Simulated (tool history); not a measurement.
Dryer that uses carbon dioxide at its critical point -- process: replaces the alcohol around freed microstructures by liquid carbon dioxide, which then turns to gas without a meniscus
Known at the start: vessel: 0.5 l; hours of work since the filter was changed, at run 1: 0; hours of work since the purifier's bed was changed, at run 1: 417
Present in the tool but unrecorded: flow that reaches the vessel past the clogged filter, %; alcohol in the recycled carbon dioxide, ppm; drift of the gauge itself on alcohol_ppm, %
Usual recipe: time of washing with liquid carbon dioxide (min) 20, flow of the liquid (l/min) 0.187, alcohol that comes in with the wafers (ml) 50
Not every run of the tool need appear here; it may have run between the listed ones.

run   hour  time of washing with liquid carbon dioxide (min)  flow of the liquid (l/min)  alcohol that comes in with the wafers (ml)  hours of work since the filter was changed  hours of work since the purifier's bed was changed  alcohol left in the vessel before it's heated (ppm by volume)
  1    0.0                                                20                       0.187                                          50                                           0                                                 417                                                            752
  2   31.4                                                20                       0.187                                          52                                          23                                                 440                                                            785
  3   53.1                                                18                       0.187                                          50                                          39                                                 455                                                           1241
  4   85.1                                                18                       0.187                                          50                                          62                                                 479                                                           1313
  5  116.5                                                20                       0.187                                          50                                          85                                                 502                                                            986
     130.1  -- purifier's bed changed
  6  147.4                                                20                       0.187                                          41                                         105                                                  13                                                            593
  7  168.0                                                20                       0.187                                          41                                         120                                                  28                                                            630
  8  199.2                                                20                       0.187                                          91                                         143                                                  50                                                           1482
  9  212.4                                                16                       0.226                                          29                                         152                                                  60                                                            625
 10  240.3                                                16                       0.137                                          99                                         173                                                  80                                                          11646
 11  258.4                                                16                       0.137                                          99                                         186                                                  93                                                          12317
 12  285.3                                                16                       0.137                                          42                                         206                                                 113                                                           5289
 13  303.7                                                24                       0.156                                         109                                         219                                                 126                                                           2126
 14  329.8                                                23                       0.318                                          50                                         238                                                 145                                                            100
 15  352.4                                                25                       0.151                                          40                                         254                                                 162                                                            884
 16  381.2                                                29                       0.181                                          38                                         275                                                 183                                                            258

Below, each run's measurement less what the same run would have read without the hidden state. Both values contain the same run-to-run variation, but the gauge's scatter may not be the same in both:
run  alcohol left in the vessel before it's heated (ppm by volume)
  1                                                           +215
  2                                                           +254
  3                                                           +334
  4                                                           +408
  5                                                           +423
  6                                                           +159
  7                                                           +191
  8                                                           +516
  9                                                           +235
 10                                                          +3015
 11                                                          +3395
 12                                                          +1606
 13                                                          +1039
 14                                                            +94
 15                                                           +499
 16                                                           +198
